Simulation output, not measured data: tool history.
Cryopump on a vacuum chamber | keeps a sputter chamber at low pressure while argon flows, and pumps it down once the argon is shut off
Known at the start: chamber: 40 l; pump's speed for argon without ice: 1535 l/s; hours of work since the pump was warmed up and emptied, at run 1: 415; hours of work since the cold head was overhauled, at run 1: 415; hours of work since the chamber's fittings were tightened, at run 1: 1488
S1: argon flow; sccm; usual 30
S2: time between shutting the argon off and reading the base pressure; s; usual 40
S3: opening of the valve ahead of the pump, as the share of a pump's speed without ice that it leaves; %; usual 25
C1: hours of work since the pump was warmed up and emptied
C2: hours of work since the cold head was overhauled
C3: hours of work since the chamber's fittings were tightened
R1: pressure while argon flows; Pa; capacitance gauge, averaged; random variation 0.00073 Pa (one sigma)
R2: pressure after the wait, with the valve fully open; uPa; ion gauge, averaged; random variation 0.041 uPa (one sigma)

run	hour	S1	S2	S3	C1	C2	C3	R1	R2
1	0.0	30	40	25	415	415	1488	0.1403	4.62
2	8.7	30	40	25	421	421	1494	0.1416	4.77
3	19.9	30	40	46	429	429	1502	0.0809	4.63
4	31.5	30	40	25	437	437	1510	0.1414	4.68
5	46.6	30	40	25	447	447	1520	0.1409	4.65
6	59.0	30	40	25	456	456	1529	0.1419	4.86
7	71.7	30	40	25	464	464	1537	0.1411	4.76
8	81.5	30	40	25	471	471	1544	0.1419	4.93
9	96.3	30	40	17	481	481	1554	0.2037	4.76
10	106.8	30	83	25	488	488	1561	0.1421	3.76
# hour 128.3: pump warmed up, emptied and cooled again
11	128.6	30	40	25	0	500	1573	0.1339	4.38
12	147.2	30	40	25	13	513	1586	0.1335	4.33
13	159.8	27	40	25	22	521	1594	0.1209	4.36
14	174.0	27	40	25	31	531	1604	0.1203	4.44
15	183.5	27	40	25	38	538	1611	0.1195	4.31
16	201.7	16	40	25	51	550	1623	0.0716	4.49
17	218.7	16	40	25	62	562	1635	0.0711	4.44
18	233.2	35	40	25	72	572	1645	0.1570	4.50
19	247.8	39	40	20	82	582	1655	0.2163	4.37
20	267.2	56	79	21	96	595	1668	0.2954	3.37
21	286.2	56	79	21	109	608	1681	0.2976	3.47
22	296.6	56	31	56	116	615	1689	0.1157	5.13
23	306.9	30	280	17	123	623	1696	0.1963	2.78
24	323.5	48	62	30	134	634	1707	0.1805	3.88
25	339.8	33	189	37	145	645	1718	0.1023	2.96
26	351.9	15	21	39	154	654	1727	0.0425	6.64
27	367.4	60	258	25	164	664	1737	0.2711	2.95
28	385.5	60	258	25	177	677	1750	0.2714	2.96
29	393.8	23	112	25	183	682	1755	0.1045	3.32
30	405.6	13	40	16	191	690	1763	0.0908	4.84
31	414.5	54	292	52	197	697	1770	0.1225	2.95
32	434.6	30	35	16	211	710	1783	0.2099	5.09
33	445.1	17	88	22	218	718	1791	0.0869	3.65
34	462.9	30	33	21	230	730	1803	0.1618	5.47

4 ways to go on from here, each from the tool as it stands after run 34. What would each give?
A	482.4	42	29	18	243	743	1816	?	?
B	482.4	18	68	21	243	743	1816	?	?
C	482.4	20	95	25	243	743	1816	?	?
D	482.4	18	50	21	243	743	1816	?	?

run	R1	R2
A	0.2652	5.69
B	0.0972	4.18
C	0.0919	3.61
D	0.0971	4.47
Without the tool's hidden state the same runs would have given:
run	R1	R2
A	0.2582	3.13
B	0.0942	1.51
C	0.0885	1.08
D	0.0941	1.90
